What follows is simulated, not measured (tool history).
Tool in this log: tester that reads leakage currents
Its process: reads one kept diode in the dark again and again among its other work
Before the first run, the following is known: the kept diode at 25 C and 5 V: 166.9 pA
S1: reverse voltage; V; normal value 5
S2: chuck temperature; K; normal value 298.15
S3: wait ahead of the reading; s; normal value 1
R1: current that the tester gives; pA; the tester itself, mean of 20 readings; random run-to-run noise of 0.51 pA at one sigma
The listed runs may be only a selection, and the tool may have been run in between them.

Run 1, hour 0: usual settings. Result: R1 168.96 pA.
Run 2, hour 132.3: usual settings but S1 9.29 V. Result: R1 229.61 pA.
Run 3, hour 298.8: usual settings but S1 9.29 V. Result: R1 228.64 pA.
Run 4, hour 415.4: usual settings but S1 9.29 V. Result: R1 230.01 pA.
Run 5, hour 582.6: usual settings but S1 9.29 V. Result: R1 229.74 pA.
At hour 749.3: chuck's temperature calibrated.
Run 6, hour 750.9: usual settings but S1 2.38 V. Result: R1 116.38 pA.
Run 7, hour 857.3: usual settings but S1 2.38 V. Result: R1 115.77 pA.
Run 8, hour 1047.2: usual settings but S1 1.17 V. Result: R1 81.57 pA.
Run 9, hour 1220: usual settings but S1 1.17 V. Result: R1 81.34 pA.
Run 10, hour 1383.1: usual settings. Result: R1 167.53 pA.
Run 11, hour 1556.6: usual settings. Result: R1 167.86 pA.
Run 12, hour 1775.2: usual settings but S3 7.32 s. Result: R1 166.42 pA.
Run 13, hour 1984: usual settings but S1 14.88 V. Result: R1 292.01 pA.
Run 14, hour 2097.5: usual settings but S1 6.47 V. Result: R1 191.96 pA.
Run 15, hour 2261: usual settings but S1 6.47 V. Result: R1 190.6 pA.
Run 16, hour 2394.5: usual settings but S1 6.47 V. Result: R1 191.47 pA.
At hour 2459.7: probe card cleaned and baked.
Run 17, hour 2555: usual settings but S1 6.47 V. Result: R1 191.27 pA.
At hour 2591.3: tester calibrated.
Run 18, hour 2722.4: usual settings but S1 6.47 V. Result: R1 191.38 pA.
Run 19, hour 2842.8: usual settings but S1 6.47 V. Result: R1 190.41 pA.
Run 20, hour 2956.2: usual settings but S1 2.63 V, S2 302.15 K. Result: R1 170.92 pA.
Run 21, hour 3077.8: usual settings but S1 2.63 V, S2 302.15 K, S3 1.44 s. Result: R1 170.05 pA.
Run 22, hour 3268.2: usual settings but S1 3.69 V, S2 331.15 K, S3 0.49 s. Result: R1 1784.69 pA.
At hour 3391.6: chuck's temperature calibrated.
Run 23, hour 3412.1: usual settings but S1 3 V, S2 295.15 K, S3 0.98 s. Result: R1 100.65 pA.
Run 24, hour 3636.7: usual settings but S1 3 V, S2 327.15 K, S3 1.02 s. Result: R1 1225.43 pA.
Run 25, hour 3740: usual settings but S1 3 V, S2 327.15 K, S3 1.02 s. Result: R1 1221.05 pA.
Run 26, hour 3910: usual settings. Result: R1 167.88 pA.
Run 27, hour 4052.8: usual settings. Result: R1 169.08 pA.
Run 28, hour 4249.9: usual settings but S1 17.33 V, S3 1.19 s. Result: R1 312.68 pA.
Run 29, hour 4386.7: usual settings but S1 10.53 V, S2 303.15 K. Result: R1 370.7 pA.
Run 30, hour 4500.4: usual settings but S1 10.53 V, S2 303.15 K. Result: R1 368.52 pA.
Run 31, hour 4596.9: usual settings but S1 5.69 V, S2 301.15 K. Result: R1 231.12 pA.
Run 32, hour 4743.8: usual settings but S1 5.69 V, S2 301.15 K. Result: R1 231.3 pA.
Run 33, hour 4848.2: usual settings but S3 2.27 s. Result: R1 166.99 pA.
Run 34, hour 4951.6: usual settings but S1 1.61 V, S2 305.15 K, S3 7.14 s. Result: R1 169.31 pA.
Run 35, hour 5084.9: usual settings but S1 1.61 V, S2 305.15 K, S3 7.14 s. Result: R1 170.5 pA.
Run 36, hour 5279.4: usual settings but S1 1.61 V, S2 305.15 K, S3 7.14 s. Result: R1 169.3 pA.
Run 37, hour 5507.1: usual settings but S1 12.42 V, S2 305.15 K, S3 8.09 s. Result: R1 469.9 pA.
At hour 5525.8: probe card cleaned and baked.
Run 38, hour 5617.7: usual settings but S1 12.42 V, S2 305.15 K, S3 8.09 s. Result: R1 468.6 pA.

Below are 4 alternative next runs, each starting from the tool's condition after run 38. Predict each:
Run A, hour 5834.7: usual settings but S1 7.9 V, S2 305.15 K, S3 4.19 s. Result: R1 ?.
Run B, hour 5834.7: usual settings but S3 0.41 s. Result: R1 ?.
Run C, hour 5834.7: usual settings but S1 2.21 V, S2 305.15 K, S3 8.56 s. Result: R1 ?.
Run D, hour 5834.7: usual settings but S1 6.13 V, S2 306.15 K, S3 1.9 s. Result: R1 ?.

run      R1
  A  375.45
  B  168.72
  C  200.99
  D  357.04
Take away the tool's hidden state, keep each run's random variation, and the runs would have read:
run      R1
  A  374.91
  B  168.46
  C  200.71
  D  356.53
